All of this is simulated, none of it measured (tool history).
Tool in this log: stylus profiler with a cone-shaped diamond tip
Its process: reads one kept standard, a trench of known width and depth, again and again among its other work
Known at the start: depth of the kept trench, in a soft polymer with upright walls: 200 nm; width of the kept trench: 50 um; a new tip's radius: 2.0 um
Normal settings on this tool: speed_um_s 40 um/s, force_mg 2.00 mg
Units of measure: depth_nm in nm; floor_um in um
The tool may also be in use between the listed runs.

Run 1, hour 0.0: usual settings. Result: depth_nm 202.70 nm, floor_um 47.88 um.
Run 2, hour 39.2: usual settings but force_mg 1.67 mg. Result: depth_nm 202.67 nm, floor_um 47.83 um.
Run 3, hour 84.8: usual settings but speed_um_s 14 um/s. Result: depth_nm 203.00 nm, floor_um 48.06 um.
Run 4, hour 117.3: usual settings but speed_um_s 14 um/s. Result: depth_nm 203.05 nm, floor_um 48.04 um.
Run 5, hour 143.3: usual settings but speed_um_s 14 um/s. Result: depth_nm 202.94 nm, floor_um 48.00 um.
Run 6, hour 171.6: usual settings but speed_um_s 14 um/s. Result: depth_nm 202.87 nm, floor_um 48.02 um.
Run 7, hour 215.6: usual settings but speed_um_s 14 um/s. Result: depth_nm 202.94 nm, floor_um 48.05 um.
Run 8, hour 247.2: usual settings but speed_um_s 14 um/s. Result: depth_nm 202.96 nm, floor_um 47.96 um.
Run 9, hour 276.6: usual settings but speed_um_s 14 um/s. Result: depth_nm 202.96 nm, floor_um 48.11 um.
Run 10, hour 332.4: usual settings but speed_um_s 115 um/s. Result: depth_nm 203.20 nm, floor_um 47.32 um.

Run 11, settings as shown, results not yet in. Your forecast:
Run 11, hour 364.6: usual settings but speed_um_s 115 um/s. Result: depth_nm ?, floor_um ?.

{"run 11": {"depth_nm": 203.22, "floor_um": 47.36}}
With the hidden condition absent and the run-to-run variation left alone, this run would have shown depth_nm 202.67 nm, floor_um 47.52 um.

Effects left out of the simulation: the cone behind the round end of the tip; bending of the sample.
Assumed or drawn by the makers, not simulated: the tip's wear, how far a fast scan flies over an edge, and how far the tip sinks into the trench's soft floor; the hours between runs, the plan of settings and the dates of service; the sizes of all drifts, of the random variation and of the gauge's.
